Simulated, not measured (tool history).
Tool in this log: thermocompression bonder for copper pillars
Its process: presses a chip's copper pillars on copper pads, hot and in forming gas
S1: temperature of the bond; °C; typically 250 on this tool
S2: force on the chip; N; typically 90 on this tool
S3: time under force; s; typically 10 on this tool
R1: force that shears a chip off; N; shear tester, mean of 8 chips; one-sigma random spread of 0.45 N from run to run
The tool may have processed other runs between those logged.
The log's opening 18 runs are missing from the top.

run	day	S1	S2	S3	R1
19	11.271	250	90	10	32.2
20	11.662	250	90	10	32.4
21	12.029	235	68	10	18.6
22	12.488	235	114	10	29.8
23	13.346	235	114	10	29.7
24	13.879	235	114	10	30.1
25	14.692	235	114	10	29.6
26	15.275	235	114	10	29.8
# day 15.404: force cell calibrated
27	16.138	270	114	6	43.3
28	16.529	254	83	8	29.1
29	17.417	254	83	8	29.7
30	17.962	250	120	10	39.5
31	18.867	274	108	10	50.5
32	19.396	274	108	10	51.0
# day 19.946: force cell calibrated, once more
33	20.075	262	60	25	38.8
34	20.892	250	132	10	42.2
35	21.692	279	100	6	43.8
36	22.079	279	100	6	45.3
37	22.900	279	100	12	54.8
38	23.592	245	90	10	28.1
39	24.212	228	77	9	16.7

Predict each of these 5 candidate next runs independently; none follows another, all start after run 39:
A	25.112	248	90	10	?
B	25.112	228	83	9	?
C	25.112	270	70	8	?
D	25.112	250	55	17	?
E	25.112	250	90	27	?

run	R1
A	30.6
B	17.7
C	33.1
D	24.5
E	44.8
With no hidden state in the tool, these same runs would have given:
run	R1
A	31.3
B	17.7
C	34.1
D	25.0
E	46.4
